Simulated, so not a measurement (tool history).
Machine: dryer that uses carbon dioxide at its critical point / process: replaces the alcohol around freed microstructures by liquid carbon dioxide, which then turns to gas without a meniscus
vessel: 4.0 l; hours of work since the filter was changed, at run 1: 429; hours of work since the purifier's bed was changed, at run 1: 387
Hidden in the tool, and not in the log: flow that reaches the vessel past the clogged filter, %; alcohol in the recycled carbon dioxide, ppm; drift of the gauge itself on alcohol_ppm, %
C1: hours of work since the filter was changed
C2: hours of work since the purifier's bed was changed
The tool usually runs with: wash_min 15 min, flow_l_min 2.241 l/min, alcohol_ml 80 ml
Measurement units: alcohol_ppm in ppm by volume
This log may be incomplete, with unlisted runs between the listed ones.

{"run": 1, "hour": 0.0, "wash_min": 15, "flow_l_min": 2.241, "alcohol_ml": 80, "C1": 429, "C2": 387, "alcohol_ppm": 194}
{"run": 2, "hour": 12.5, "wash_min": 15, "flow_l_min": 2.241, "alcohol_ml": 80, "C1": 437, "C2": 395, "alcohol_ppm": 184}
{"run": 3, "hour": 25.3, "wash_min": 15, "flow_l_min": 2.241, "alcohol_ml": 80, "C1": 445, "C2": 403, "alcohol_ppm": 191}
{"run": 4, "hour": 39.3, "wash_min": 15, "flow_l_min": 2.241, "alcohol_ml": 80, "C1": 454, "C2": 412, "alcohol_ppm": 200}
{"run": 5, "hour": 61.7, "wash_min": 15, "flow_l_min": 2.241, "alcohol_ml": 80, "C1": 468, "C2": 426, "alcohol_ppm": 196}
{"run": 6, "hour": 83.7, "wash_min": 15, "flow_l_min": 2.241, "alcohol_ml": 23, "C1": 481, "C2": 439, "alcohol_ppm": 187}
{"run": 7, "hour": 105.6, "wash_min": 15, "flow_l_min": 2.241, "alcohol_ml": 23, "C1": 495, "C2": 453, "alcohol_ppm": 193}
{"run": 8, "hour": 135.2, "wash_min": 15, "flow_l_min": 2.241, "alcohol_ml": 23, "C1": 513, "C2": 471, "alcohol_ppm": 183}
{"run": 9, "hour": 162.1, "wash_min": 15, "flow_l_min": 2.241, "alcohol_ml": 23, "C1": 530, "C2": 488, "alcohol_ppm": 206}
{"run": 10, "hour": 178.6, "wash_min": 15, "flow_l_min": 1.37, "alcohol_ml": 23, "C1": 540, "C2": 498, "alcohol_ppm": 328}
{"run": 11, "hour": 208.6, "wash_min": 15, "flow_l_min": 2.241, "alcohol_ml": 80, "C1": 559, "C2": 517, "alcohol_ppm": 235}
{"run": 12, "hour": 226.9, "wash_min": 15, "flow_l_min": 2.241, "alcohol_ml": 80, "C1": 570, "C2": 528, "alcohol_ppm": 244}
{"hour": 244.5, "done": "inlet filter changed"}
{"run": 13, "hour": 248.9, "wash_min": 15, "flow_l_min": 2.241, "alcohol_ml": 80, "C1": 3, "C2": 541, "alcohol_ppm": 236}
{"run": 14, "hour": 266.5, "wash_min": 15, "flow_l_min": 2.241, "alcohol_ml": 57, "C1": 14, "C2": 552, "alcohol_ppm": 226}
{"run": 15, "hour": 286.1, "wash_min": 15, "flow_l_min": 2.241, "alcohol_ml": 57, "C1": 26, "C2": 564, "alcohol_ppm": 231}
{"run": 16, "hour": 300.5, "wash_min": 15, "flow_l_min": 2.241, "alcohol_ml": 57, "C1": 35, "C2": 573, "alcohol_ppm": 230}
{"run": 17, "hour": 316.6, "wash_min": 15, "flow_l_min": 2.241, "alcohol_ml": 57, "C1": 45, "C2": 583, "alcohol_ppm": 241}
{"run": 18, "hour": 344.0, "wash_min": 23, "flow_l_min": 3.58, "alcohol_ml": 97, "C1": 62, "C2": 600, "alcohol_ppm": 218}
{"hour": 374.8, "done": "purifier's bed changed"}
{"run": 19, "hour": 376.1, "wash_min": 23, "flow_l_min": 3.58, "alcohol_ml": 97, "C1": 80, "C2": 1, "alcohol_ppm": 7}
{"run": 20, "hour": 391.0, "wash_min": 23, "flow_l_min": 2.44, "alcohol_ml": 36, "C1": 89, "C2": 10, "alcohol_ppm": 9}
{"run": 21, "hour": 407.5, "wash_min": 23, "flow_l_min": 3.77, "alcohol_ml": 23, "C1": 99, "C2": 20, "alcohol_ppm": 10}
{"run": 22, "hour": 423.4, "wash_min": 23, "flow_l_min": 3.77, "alcohol_ml": 23, "C1": 109, "C2": 30, "alcohol_ppm": 13}
{"run": 23, "hour": 439.9, "wash_min": 23, "flow_l_min": 3.77, "alcohol_ml": 23, "C1": 119, "C2": 40, "alcohol_ppm": 25}
{"run": 24, "hour": 456.0, "wash_min": 15, "flow_l_min": 3.33, "alcohol_ml": 103, "C1": 129, "C2": 50, "alcohol_ppm": 25}
{"run": 25, "hour": 483.6, "wash_min": 21, "flow_l_min": 3.62, "alcohol_ml": 25, "C1": 146, "C2": 67, "alcohol_ppm": 29}
{"run": 26, "hour": 511.8, "wash_min": 16, "flow_l_min": 1.78, "alcohol_ml": 39, "C1": 164, "C2": 85, "alcohol_ppm": 75}
{"run": 27, "hour": 539.8, "wash_min": 21, "flow_l_min": 2.241, "alcohol_ml": 114, "C1": 181, "C2": 102, "alcohol_ppm": 50}
{"run": 28, "hour": 565.0, "wash_min": 19, "flow_l_min": 2.241, "alcohol_ml": 29, "C1": 197, "C2": 118, "alcohol_ppm": 47}
{"run": 29, "hour": 577.9, "wash_min": 19, "flow_l_min": 2.241, "alcohol_ml": 29, "C1": 205, "C2": 126, "alcohol_ppm": 51}
{"run": 30, "hour": 590.6, "wash_min": 19, "flow_l_min": 2.241, "alcohol_ml": 29, "C1": 213, "C2": 134, "alcohol_ppm": 57}
{"run": 31, "hour": 608.3, "wash_min": 14, "flow_l_min": 1.41, "alcohol_ml": 80, "C1": 224, "C2": 145, "alcohol_ppm": 416}
{"run": 32, "hour": 635.4, "wash_min": 14, "flow_l_min": 1.41, "alcohol_ml": 80, "C1": 240, "C2": 161, "alcohol_ppm": 426}

What differs in the tool's unlogged condition from the final listed run ahead of each entry between runs to the first listed run following it?
Between runs 12 and 13: inlet filter changed (hour 244.5)
  flow that reaches the vessel past the clogged filter, %: 84.4 -> 99.9; alcohol in the recycled carbon dioxide, ppm: 204.4 -> 209.1
  measured less the result without the state, alcohol_ppm: +227 -> +208 ppm by volume
Between runs 18 and 19: purifier's bed changed (hour 374.8)
  flow that reaches the vessel past the clogged filter, %: 98.2 -> 97.6; alcohol in the recycled carbon dioxide, ppm: 231.9 -> 6.3
  measured less the result without the state, alcohol_ppm: +218 -> +1 ppm by volume
